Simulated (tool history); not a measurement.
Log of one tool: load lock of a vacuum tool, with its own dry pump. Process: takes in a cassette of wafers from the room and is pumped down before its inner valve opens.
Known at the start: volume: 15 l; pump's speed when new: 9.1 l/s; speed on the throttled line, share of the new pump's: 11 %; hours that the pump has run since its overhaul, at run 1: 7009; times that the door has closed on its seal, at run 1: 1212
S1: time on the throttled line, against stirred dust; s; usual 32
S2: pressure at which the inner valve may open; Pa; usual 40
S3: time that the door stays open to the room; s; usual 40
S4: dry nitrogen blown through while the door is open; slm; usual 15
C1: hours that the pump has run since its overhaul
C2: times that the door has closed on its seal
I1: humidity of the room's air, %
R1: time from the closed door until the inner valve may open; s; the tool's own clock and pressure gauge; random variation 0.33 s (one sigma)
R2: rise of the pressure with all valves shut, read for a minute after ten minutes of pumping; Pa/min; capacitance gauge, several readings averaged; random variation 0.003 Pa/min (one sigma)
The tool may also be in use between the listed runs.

{"run": 1, "hour": 0.0, "S1": 32, "S2": 40, "S3": 40, "S4": 15, "C1": 7009, "C2": 1212, "I1": 43.3, "R1": 42.6, "R2": 0.041}
{"run": 2, "hour": 99.3, "S1": 17, "S2": 40, "S3": 40, "S4": 15, "C1": 7108, "C2": 1352, "I1": 46.7, "R1": 29.0, "R2": 0.04}
{"run": 3, "hour": 190.3, "S1": 17, "S2": 40, "S3": 40, "S4": 15, "C1": 7199, "C2": 1481, "I1": 46.4, "R1": 30.1, "R2": 0.045}
{"run": 4, "hour": 258.9, "S1": 26, "S2": 40, "S3": 40, "S4": 15, "C1": 7268, "C2": 1578, "I1": 47.0, "R1": 37.5, "R2": 0.036}
{"run": 5, "hour": 379.1, "S1": 26, "S2": 40, "S3": 40, "S4": 15, "C1": 7388, "C2": 1747, "I1": 46.1, "R1": 36.9, "R2": 0.044}
{"run": 6, "hour": 488.9, "S1": 32, "S2": 40, "S3": 40, "S4": 15, "C1": 7498, "C2": 1902, "I1": 44.1, "R1": 42.3, "R2": 0.039}
{"run": 7, "hour": 588.5, "S1": 32, "S2": 40, "S3": 40, "S4": 10, "C1": 7598, "C2": 2043, "I1": 45.4, "R1": 43.2, "R2": 0.048}
{"run": 8, "hour": 712.8, "S1": 32, "S2": 40, "S3": 40, "S4": 10, "C1": 7722, "C2": 2218, "I1": 46.0, "R1": 42.3, "R2": 0.051}
{"run": 9, "hour": 813.7, "S1": 32, "S2": 40, "S3": 40, "S4": 15, "C1": 7823, "C2": 2360, "I1": 42.9, "R1": 42.4, "R2": 0.043}
{"run": 10, "hour": 941.5, "S1": 29, "S2": 40, "S3": 40, "S4": 15, "C1": 7951, "C2": 2541, "I1": 41.2, "R1": 39.3, "R2": 0.042}
{"run": 11, "hour": 1001.1, "S1": 32, "S2": 40, "S3": 40, "S4": 15, "C1": 8010, "C2": 2625, "I1": 44.0, "R1": 41.9, "R2": 0.045}
{"run": 12, "hour": 1122.1, "S1": 31, "S2": 40, "S3": 40, "S4": 15, "C1": 8131, "C2": 2795, "I1": 46.1, "R1": 42.2, "R2": 0.041}
{"run": 13, "hour": 1203.0, "S1": 32, "S2": 40, "S3": 101, "S4": 15, "C1": 8212, "C2": 2910, "I1": 45.4, "R1": 43.0, "R2": 0.065}
{"run": 14, "hour": 1310.4, "S1": 32, "S2": 40, "S3": 101, "S4": 15, "C1": 8319, "C2": 3061, "I1": 45.0, "R1": 42.5, "R2": 0.058}
{"run": 15, "hour": 1377.9, "S1": 61, "S2": 58, "S3": 62, "S4": 12, "C1": 8387, "C2": 3156, "I1": 48.5, "R1": 68.3, "R2": 0.06}
{"run": 16, "hour": 1435.4, "S1": 56, "S2": 66, "S3": 60, "S4": 10, "C1": 8445, "C2": 3238, "I1": 41.9, "R1": 62.5, "R2": 0.057}
{"run": 17, "hour": 1550.4, "S1": 56, "S2": 66, "S3": 60, "S4": 10, "C1": 8559, "C2": 3400, "I1": 43.5, "R1": 63.1, "R2": 0.056}
{"run": 18, "hour": 1676.8, "S1": 32, "S2": 40, "S3": 40, "S4": 39, "C1": 8686, "C2": 3578, "I1": 43.1, "R1": 43.3, "R2": 0.029}
{"run": 19, "hour": 1798.2, "S1": 17, "S2": 54, "S3": 130, "S4": 14, "C1": 8807, "C2": 3749, "I1": 47.6, "R1": 29.0, "R2": 0.071}
{"run": 20, "hour": 1878.2, "S1": 17, "S2": 54, "S3": 130, "S4": 14, "C1": 8887, "C2": 3862, "I1": 42.5, "R1": 29.3, "R2": 0.069}
{"run": 21, "hour": 2010.6, "S1": 17, "S2": 30, "S3": 32, "S4": 14, "C1": 9020, "C2": 4049, "I1": 45.4, "R1": 30.4, "R2": 0.042}
{"run": 22, "hour": 2118.9, "S1": 32, "S2": 43, "S3": 40, "S4": 7, "C1": 9128, "C2": 4202, "I1": 40.3, "R1": 43.1, "R2": 0.06}
{"run": 23, "hour": 2203.2, "S1": 27, "S2": 43, "S3": 31, "S4": 7, "C1": 9212, "C2": 4321, "I1": 45.1, "R1": 38.9, "R2": 0.052}
{"run": 24, "hour": 2319.4, "S1": 32, "S2": 40, "S3": 165, "S4": 15, "C1": 9329, "C2": 4485, "I1": 43.8, "R1": 43.0, "R2": 0.075}

Forecast each of these 3 alternatives for the next run:
{"run": "A", "hour": 2383.7, "S1": 32, "S2": 40, "S3": 147, "S4": 15, "C1": 9393, "C2": 4575, "I1": 45.9, "R1": "?", "R2": "?"}
{"run": "B", "hour": 2383.7, "S1": 32, "S2": 40, "S3": 165, "S4": 37, "C1": 9393, "C2": 4575, "I1": 43.5, "R1": "?", "R2": "?"}
{"run": "C", "hour": 2383.7, "S1": 32, "S2": 33, "S3": 165, "S4": 14, "C1": 9393, "C2": 4575, "I1": 47.0, "R1": "?", "R2": "?"}

run=A R1=42.6 R2=0.075
run=B R1=42.9 R2=0.039
run=C R1=43.1 R2=0.085
Without the tool's hidden state the same runs would have given:
run=A R1=41.0 R2=0.071
run=B R1=41.3 R2=0.035
run=C R1=41.5 R2=0.081
